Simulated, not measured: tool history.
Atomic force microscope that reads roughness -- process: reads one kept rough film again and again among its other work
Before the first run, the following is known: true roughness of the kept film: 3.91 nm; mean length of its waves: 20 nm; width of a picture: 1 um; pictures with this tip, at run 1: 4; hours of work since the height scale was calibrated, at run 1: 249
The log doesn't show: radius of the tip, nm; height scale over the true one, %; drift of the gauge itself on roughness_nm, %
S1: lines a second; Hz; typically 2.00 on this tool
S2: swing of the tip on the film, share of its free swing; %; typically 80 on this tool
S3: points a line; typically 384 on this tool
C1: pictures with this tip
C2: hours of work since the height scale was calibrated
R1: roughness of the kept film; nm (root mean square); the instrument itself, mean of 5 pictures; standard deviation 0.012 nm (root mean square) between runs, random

Run 1, hour 0.0: usual settings; C1 4; C2 249. Result: R1 2.654 nm (root mean square).
Run 2, hour 7.4: usual settings; C1 13; C2 253. Result: R1 2.574 nm (root mean square).
Run 3, hour 12.7: usual settings; C1 20; C2 255. Result: R1 2.489 nm (root mean square).
Run 4, hour 22.3: usual settings but S3 295; C1 31; C2 260. Result: R1 2.351 nm (root mean square).
Run 5, hour 27.8: usual settings but S3 295; C1 38; C2 263. Result: R1 2.318 nm (root mean square).
Run 6, hour 38.0: usual settings but S3 295; C1 50; C2 268. Result: R1 2.223 nm (root mean square).
Run 7, hour 50.5: usual settings but S1 1.04 Hz, S3 295; C1 65; C2 274. Result: R1 2.286 nm (root mean square).
Run 8, hour 58.4: usual settings but S1 1.04 Hz, S3 295; C1 75; C2 278. Result: R1 2.230 nm (root mean square).
Run 9, hour 65.5: usual settings but S1 1.04 Hz, S3 295; C1 83; C2 281. Result: R1 2.179 nm (root mean square).
Run 10, hour 71.8: usual settings but S1 1.04 Hz, S2 78 %, S3 295; C1 91; C2 284. Result: R1 2.144 nm (root mean square).
At hour 75.2: new tip fitted.
Run 11, hour 84.9: usual settings but S1 0.92 Hz; C1 12; C2 290. Result: R1 2.804 nm (root mean square).
Run 12, hour 90.3: usual settings but S2 67 %; C1 18; C2 293. Result: R1 2.729 nm (root mean square).
Run 13, hour 101.5: usual settings but S2 67 %; C1 32; C2 298. Result: R1 2.586 nm (root mean square).
Run 14, hour 110.3: usual settings but S1 3.69 Hz, S3 362; C1 43; C2 303. Result: R1 2.011 nm (root mean square).
Run 15, hour 121.5: usual settings but S2 89 %, S3 758; C1 56; C2 308. Result: R1 2.035 nm (root mean square).
Run 16, hour 128.8: usual settings but S2 89 %, S3 758; C1 65; C2 312. Result: R1 1.985 nm (root mean square).
Run 17, hour 137.3: usual settings but S2 57 %; C1 75; C2 316. Result: R1 2.365 nm (root mean square).
Run 18, hour 149.9: usual settings but S2 57 %; C1 90; C2 322. Result: R1 2.258 nm (root mean square).
At hour 153.1: new tip fitted.
Run 19, hour 159.4: usual settings but S2 58 %, S3 800; C1 7; C2 327. Result: R1 2.956 nm (root mean square).
Run 20, hour 167.3: usual settings but S1 0.86 Hz, S2 85 %, S3 930; C1 17; C2 330. Result: R1 2.691 nm (root mean square).
Run 21, hour 173.2: usual settings but S1 1.93 Hz, S2 68 %; C1 24; C2 333. Result: R1 2.603 nm (root mean square).

For each entry between runs, how does the tool's hidden state at the last listed run before it compare with that at the first listed run after it?
After run 10, before run 11: new tip fitted (hour 75.2)
  radius of the tip, nm: 16.1 -> 6.6
  measured value less the no-hidden-state value, R1: -0.779 -> -0.155 nm (root mean square)
After run 18, before run 19: new tip fitted (hour 153.1)
  radius of the tip, nm: 16.2 -> 6.5; height scale over the true one, %: -0.24 -> -0.25
  measured value less the no-hidden-state value, R1: -0.824 -> -0.147 nm (root mean square)

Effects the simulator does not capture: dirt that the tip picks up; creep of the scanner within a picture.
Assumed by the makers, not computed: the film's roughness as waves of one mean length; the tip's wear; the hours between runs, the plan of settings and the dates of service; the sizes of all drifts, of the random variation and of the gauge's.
